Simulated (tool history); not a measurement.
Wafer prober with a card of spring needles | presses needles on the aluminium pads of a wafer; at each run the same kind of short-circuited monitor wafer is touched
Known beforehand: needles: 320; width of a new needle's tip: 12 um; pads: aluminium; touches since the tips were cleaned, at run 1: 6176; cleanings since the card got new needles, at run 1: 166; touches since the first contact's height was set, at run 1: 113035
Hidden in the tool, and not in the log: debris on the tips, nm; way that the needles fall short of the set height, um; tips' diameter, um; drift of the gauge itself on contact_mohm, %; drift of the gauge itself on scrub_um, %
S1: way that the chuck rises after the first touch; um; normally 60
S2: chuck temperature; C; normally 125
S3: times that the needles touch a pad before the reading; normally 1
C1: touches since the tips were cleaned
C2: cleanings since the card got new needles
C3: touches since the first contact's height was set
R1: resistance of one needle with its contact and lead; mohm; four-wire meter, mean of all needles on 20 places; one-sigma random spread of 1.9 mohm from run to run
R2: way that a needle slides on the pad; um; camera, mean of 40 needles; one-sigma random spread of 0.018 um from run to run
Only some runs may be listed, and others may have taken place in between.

run   hour  S1   S2  S3    C1   C2      C3   R1     R2
  1    0.0  60  125   1  6176  166  113035  280  13.94
       3.2  -- tips cleaned on abrasive film
      12.8  -- height of the first contact set anew
      18.9  -- tips cleaned on abrasive film
      34.5  -- tips cleaned on abrasive film
      50.1  -- tips cleaned on abrasive film
  2   60.1  60   55   1  5921  170   27928  279  14.15
      63.3  -- tips cleaned on abrasive film
      78.6  -- tips cleaned on abrasive film
      94.2  -- tips cleaned on abrasive film
     109.8  -- tips cleaned on abrasive film
  3  112.9  60  125   3  1802  174   59072  258  14.08
     125.4  -- tips cleaned on abrasive film
     141.0  -- tips cleaned on abrasive film
  4  143.2  60  125   3  1310  176   76962  260  14.03
     155.7  -- tips cleaned on abrasive film
     168.2  -- tips cleaned on abrasive film
  5  176.2  60  125   3  4756  178   96457  266  13.96
     182.5  -- tips cleaned on abrasive film
     198.1  -- tips cleaned on abrasive film
     213.7  -- tips cleaned on abrasive film
     217.1  -- height of the first contact set anew
  6  219.3  60  125   1  3182  181    1340  284  14.19
     228.7  -- tips cleaned on abrasive film
     244.3  -- tips cleaned on abrasive film
     256.8  -- tips cleaned on abrasive film
     268.8  -- card fitted with new needles
     284.4  -- tips cleaned on abrasive film
  7  293.4  60  125   1  5372    1   14584  263  14.21
     299.7  -- tips cleaned on abrasive film
     315.3  -- tips cleaned on abrasive film
     327.8  -- tips cleaned on abrasive film
  8  335.7  60  125   1  4690    4   39534  264  14.12
     342.0  -- tips cleaned on abrasive film
     357.4  -- tips cleaned on abrasive film
     373.0  -- tips cleaned on abrasive film
     388.5  -- tips cleaned on abrasive film
     396.7  -- tips cleaned on abrasive film, once more
  9  396.7  60  125   1     0    9   75470  243  14.01
     412.1  -- tips cleaned on abrasive film
     424.6  -- tips cleaned on abrasive film
     440.2  -- tips cleaned on abrasive film
 10  448.0  53  125   1  4651   12  105802  267  12.30
     454.3  -- tips cleaned on abrasive film
     469.7  -- tips cleaned on abrasive film
     473.1  -- height of the first contact set anew
 11  480.1  51   34   2  5963   14    4121  242  12.11
     483.2  -- tips cleaned on abrasive film
     495.7  -- tips cleaned on abrasive film
     511.3  -- tips cleaned on abrasive film
     526.9  -- tips cleaned on abrasive film
     539.4  -- tips cleaned on abrasive film
 12  547.8  51   34   2  4974   19   44098  242  11.97
     554.1  -- tips cleaned on abrasive film
     569.7  -- tips cleaned on abrasive film
 13  578.2  44   35   1  5064   21   62058  266  10.26
     584.5  -- tips cleaned on abrasive film
     600.1  -- tips cleaned on abrasive film
     612.6  -- tips cleaned on abrasive film
     628.2  -- tips cleaned on abrasive film
 14  634.4  44   29   1  3687   25   95224  260  10.16
     643.6  -- tips cleaned on abrasive film
     656.1  -- tips cleaned on abrasive film
     671.7  -- tips cleaned on abrasive film
     675.1  -- height of the first contact set anew
     684.5  -- tips cleaned on abrasive film
     698.9  -- tips cleaned on abrasive film
 15  698.9  44   29   1     0   30   14029  232  10.38
     714.5  -- tips cleaned on abrasive film
     727.0  -- tips cleaned on abrasive film
     742.6  -- tips cleaned on abrasive film
 16  753.3  60   55   1  6394   33   46216  252  14.13
     756.5  -- tips cleaned on abrasive film
     772.0  -- tips cleaned on abrasive film
     784.5  -- tips cleaned on abrasive film
     797.0  -- tips cleaned on abrasive film
     811.9  -- tips cleaned on abrasive film
 17  811.9  66   55   2     0   38   80722  231  15.41
     827.3  -- tips cleaned on abrasive film
     842.9  -- tips cleaned on abrasive film
 18  844.1  56   40   1   667   40   99731  234  13.02

4 options for the next run, each taken on its own from the tool as it stands now. Forecast them:
     856.5  -- tips cleaned on abrasive film
     871.9  -- tips cleaned on abrasive film
     878.4  -- height of the first contact set anew
     884.7  -- tips cleaned on abrasive film
  A  885.9  60  29   1  749  43  4435   ?   ?
     856.5  -- tips cleaned on abrasive film
     871.9  -- tips cleaned on abrasive film
     878.4  -- height of the first contact set anew
     884.7  -- tips cleaned on abrasive film
  B  885.9  74  47   1  749  43  4435   ?   ?
     856.5  -- tips cleaned on abrasive film
     871.9  -- tips cleaned on abrasive film
     878.4  -- height of the first contact set anew
     884.7  -- tips cleaned on abrasive film
  C  885.9  43  31   1  749  43  4435   ?   ?
     856.5  -- tips cleaned on abrasive film
     871.9  -- tips cleaned on abrasive film
     878.4  -- height of the first contact set anew
     884.7  -- tips cleaned on abrasive film
  D  885.9  63  29   2  749  43  4435   ?   ?

run   R1     R2
  A  234  14.21
  B  232  17.50
  C  239  10.16
  D  223  14.90
Without the tool's unlogged condition, the same runs would have read:
run   R1     R2
  A  226  14.24
  B  227  17.52
  C  224  10.19
  D  218  14.93
